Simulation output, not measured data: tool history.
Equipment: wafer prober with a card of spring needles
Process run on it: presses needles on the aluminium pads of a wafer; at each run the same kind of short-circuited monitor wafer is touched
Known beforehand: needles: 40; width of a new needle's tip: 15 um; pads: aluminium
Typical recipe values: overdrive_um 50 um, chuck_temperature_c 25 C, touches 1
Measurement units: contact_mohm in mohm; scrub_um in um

| run | hour | overdrive_um | chuck_temperature_c | touches | contact_mohm | scrub_um |
|---|---|---|---|---|---|---|
| 1 | 0.0 | 50 | 25 | 1 | 613 | 13.28 |
|  | 5.7 | tips cleaned on abrasive film |
|  | 14.2 | tips cleaned on abrasive film |
| 2 | 15.9 | 50 | 25 | 1 | 524 | 13.24 |
|  | 22.5 | tips cleaned on abrasive film |
| 3 | 28.9 | 44 | 25 | 1 | 824 | 11.64 |
|  | 30.8 | tips cleaned on abrasive film |
|  | 38.4 | tips cleaned on abrasive film |
| 4 | 44.9 | 44 | 25 | 1 | 836 | 11.60 |
|  | 46.9 | tips cleaned on abrasive film |
|  | 54.5 | tips cleaned on abrasive film |
|  | 63.2 | tips cleaned on abrasive film |
| 5 | 66.7 | 44 | 25 | 1 | 710 | 11.52 |
|  | 71.6 | tips cleaned on abrasive film |
|  | 80.2 | tips cleaned on abrasive film |
|  | 88.8 | tips cleaned on abrasive film |
| 6 | 93.1 | 50 | 89 | 1 | 650 | 13.10 |
|  | 96.8 | tips cleaned on abrasive film |
|  | 105.6 | tips cleaned on abrasive film |
| 7 | 106.6 | 50 | 25 | 1 | 453 | 13.05 |
|  | 113.6 | tips cleaned on abrasive film |
|  | 122.3 | tips cleaned on abrasive film |
|  | 131.0 | tips cleaned on abrasive film |
| 8 | 131.8 | 50 | 25 | 1 | 393 | 13.05 |
|  | 140.1 | tips cleaned on abrasive film |
| 9 | 147.1 | 50 | 25 | 1 | 753 | 13.04 |
|  | 149.1 | tips cleaned on abrasive film |
|  | 156.8 | tips cleaned on abrasive film |
|  | 165.1 | tips cleaned on abrasive film |
| 10 | 166.8 | 50 | 25 | 1 | 509 | 13.02 |
|  | 173.1 | tips cleaned on abrasive film |
|  | 181.3 | tips cleaned on abrasive film |
|  | 184.5 | height of the first contact set anew |
|  | 189.2 | tips cleaned on abrasive film |
| 11 | 191.8 | 50 | 25 | 3 | 355 | 13.62 |
|  | 196.9 | tips cleaned on abrasive film |
|  | 205.5 | tips cleaned on abrasive film |
| 12 | 208.3 | 50 | 25 | 3 | 368 | 13.56 |
|  | 214.9 | tips cleaned on abrasive film |
|  | 223.8 | tips cleaned on abrasive film |
| 13 | 224.0 | 50 | 25 | 1 | 326 | 13.49 |
|  | 233.0 | tips cleaned on abrasive film |
|  | 240.9 | tips cleaned on abrasive film |
| 14 | 247.4 | 52 | 25 | 1 | 678 | 14.09 |
|  | 249.1 | tips cleaned on abrasive film |
|  | 258.1 | tips cleaned on abrasive film |
| 15 | 262.9 | 50 | 25 | 1 | 680 | 13.51 |
|  | 266.8 | tips cleaned on abrasive film |
|  | 275.5 | tips cleaned on abrasive film |
| 16 | 279.6 | 50 | 25 | 1 | 636 | 13.45 |
|  | 283.4 | tips cleaned on abrasive film |
|  | 291.9 | tips cleaned on abrasive film |
| 17 | 292.7 | 50 | 32 | 1 | 405 | 13.42 |

Expected results for the next run?
|  | 301.0 | tips cleaned on abrasive film |
|  | 309.1 | tips cleaned on abrasive film |
| 18 | 316.4 | 36 | 25 | 2 | ? | ? |

Run 18 came out at contact_mohm 824 mohm, scrub_um 9.57 um.
Take away the tool's hidden state, keep the run-to-run variation as it was, and the same run would have given contact_mohm 268 mohm, scrub_um 9.81 um.

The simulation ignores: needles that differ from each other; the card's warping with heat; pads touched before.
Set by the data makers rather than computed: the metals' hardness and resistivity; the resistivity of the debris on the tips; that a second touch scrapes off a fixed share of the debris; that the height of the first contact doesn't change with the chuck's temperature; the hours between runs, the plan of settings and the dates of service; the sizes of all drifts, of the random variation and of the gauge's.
